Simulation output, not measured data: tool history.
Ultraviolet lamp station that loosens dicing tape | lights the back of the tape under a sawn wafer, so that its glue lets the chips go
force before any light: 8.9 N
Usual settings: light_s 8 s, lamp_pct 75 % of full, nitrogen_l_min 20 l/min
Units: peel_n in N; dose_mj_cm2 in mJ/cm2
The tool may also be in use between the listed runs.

run    hour  light_s  lamp_pct  nitrogen_l_min  peel_n  dose_mj_cm2
  1       0        8        75              20   1.101          319
  2    59.9        8        75              20   1.141          314
  3    87.9        8        75              20   1.135          307
  4   139.9        9        75              20   0.944          347
  5   184.4        9        75              20   0.982          339
  6   217.8        9        75              20   0.967          336
  7   269.6        8        75              10   2.088          297
  8   310.5        6        75              20    2.06          218
  9   362.8        8        75              20   1.351          286
 10   396.8        8        75              20    1.36          285
 11   465.4        8        75              20    1.45          270
 12   524.4        8        75              20    1.51          270
 13   590.2        8        75              20   1.549          267
 14   649.8        8        75              20   1.536          261
 15   696.1        8        90              20   1.178          310
 16   738.6        8        90              20   1.192          309
 17   785.1        8        75              20   1.714          255
 18   815.5        8        75              20   1.694          249
 19   858.3        8        92              16   1.392          304
 20   896.5        9        71               9   2.747          255
      953.5  -- window cleaned of glue's vapour
 21   953.5        9        71               9   2.093          297
 22   985.3        4        73              28   3.147          136
 23    1049       11        88              20   0.512          447
 24  1081.2       11        88              20   0.553          437
 25  1118.4       11        92              13    0.75          455
 26  1164.7        5        75              20   2.961          163
 27  1229.3       12        64               8   2.081          326
 28  1288.5        5        63              20   3.735          131
 29  1329.4       13        96               8   0.908          525
 30  1359.1       13        96               8   0.926          510
 31    1404       13        81              23   0.494          425
 32  1451.2       11        71               8   2.237          317
 33  1503.9       10        75              20   1.297          293
 34  1544.8        4        75              20   4.099          116
 35  1592.8        4        66              27   4.204          103
 36  1637.8        6        62              20   3.475          138

5 ways to go on from here, each from the tool as it stands after run 36. What would each give?
  A  1700.9        6        62              20       ?            ?
  B  1700.9        8        75               6       ?            ?
  C  1700.9        8        75              17       ?            ?
  D  1700.9        7        65              16       ?            ?
  E  1700.9       15        63              20       ?            ?

run  peel_n  dose_mj_cm2
  A   3.596          136
  B   3.705          224
  C   2.214          220
  D   3.307          169
  E   0.917          351
Without the tool's hidden state the same runs would have given:
run  peel_n  dose_mj_cm2
  A   2.046          223
  B   2.156          363
  C   0.967          358
  D   1.764          275
  E   0.281          570
